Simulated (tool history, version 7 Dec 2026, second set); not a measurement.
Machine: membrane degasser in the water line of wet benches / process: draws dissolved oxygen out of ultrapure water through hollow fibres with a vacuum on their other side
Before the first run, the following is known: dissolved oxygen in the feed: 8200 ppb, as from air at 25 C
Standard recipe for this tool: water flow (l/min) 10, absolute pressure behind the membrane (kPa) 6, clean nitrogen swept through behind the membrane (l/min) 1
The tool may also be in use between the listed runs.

run   hour  water flow (l/min)  absolute pressure behind the membrane (kPa)  clean nitrogen swept through behind the membrane (l/min)  dissolved oxygen in the water behind the degasser (ppb)  pressure that the water loses in the fibres (kPa)
  1      0                  10                                            6                                                         1                                                     95.8                                              69.64
  2     45                  10                                         8.15                                                         1                                                    145.3                                               69.1
  3   94.4                  10                                         8.15                                                         1                                                    142.3                                              69.54
  4  125.6                  10                                         8.15                                                         1                                                    148.1                                              69.48
  5  186.8                  10                                         5.81                                                         1                                                     90.5                                              69.25
  6  238.1                  10                                            6                                                      0.51                                                      155                                              69.83
  7  281.2                  10                                            6                                                      0.51                                                    153.2                                              68.85
  8  326.8                  10                                            6                                                         1                                                     95.6                                              69.11
  9  358.3                  10                                            6                                                         1                                                     94.9                                               69.4
 10  418.9                  10                                            6                                                         1                                                     95.8                                              69.07
 11  459.3                  10                                            6                                                         1                                                     94.8                                              69.41
 12  489.9                  10                                            6                                                         1                                                     94.3                                               69.4
 13    545                  10                                            6                                                         1                                                     95.7                                              69.25
 14  575.1                   8                                           12                                                      2.42                                                     86.3                                              55.19
 15  629.5                   8                                           12                                                      2.42                                                     85.3                                              55.41
 16  689.5                   7                                            6                                                      0.47                                                    108.1                                               48.4
 17  741.7                   7                                            6                                                         1                                                     56.7                                              48.63
 18  776.4                  12                                         4.29                                                      0.45                                                    118.2                                              83.23
 19  831.8                  12                                         4.29                                                      0.45                                                    117.5                                              83.11
 20  867.2                  12                                         4.29                                                      0.45                                                    117.7                                              83.07
 21  926.1                  12                                         4.29                                                      0.45                                                    119.2                                              82.95
 22  971.5                  12                                         4.29                                                      0.45                                                    119.7                                              82.98

Hidden state or all else? Some run-to-run changes of dissolved oxygen in the water behind the degasser (ppb), split into what the settings, what came in and random variation would give without the hidden state, and what is left for the hidden state (with any gauge scatter that isn't in both results):
The tool's hidden condition here consists of: membrane still open, %; true pressure behind the membrane over the reading, kPa; air that leaks in behind the membrane, l/min; drift of the gauge itself on oxygen_ppb, %; drift of the gauge itself on loss_of_pressure_kpa, %.
Run 5 -> 6: absolute pressure behind the membrane (kPa) 5.81 -> 6, clean nitrogen swept through behind the membrane (l/min) 1 -> 0.51. dissolved oxygen in the water behind the degasser (ppb) +64.5: hidden state +2.9, all else +61.6.
Run 15 -> 16: water flow (l/min) 8 -> 7, absolute pressure behind the membrane (kPa) 12 -> 6, clean nitrogen swept through behind the membrane (l/min) 2.42 -> 0.47. dissolved oxygen in the water behind the degasser (ppb) +22.8: hidden state +3.2, all else +19.6.
Run 17 -> 18: water flow (l/min) 7 -> 12, absolute pressure behind the membrane (kPa) 6 -> 4.29, clean nitrogen swept through behind the membrane (l/min) 1 -> 0.45. dissolved oxygen in the water behind the degasser (ppb) +61.5: hidden state +5.7, all else +55.8.

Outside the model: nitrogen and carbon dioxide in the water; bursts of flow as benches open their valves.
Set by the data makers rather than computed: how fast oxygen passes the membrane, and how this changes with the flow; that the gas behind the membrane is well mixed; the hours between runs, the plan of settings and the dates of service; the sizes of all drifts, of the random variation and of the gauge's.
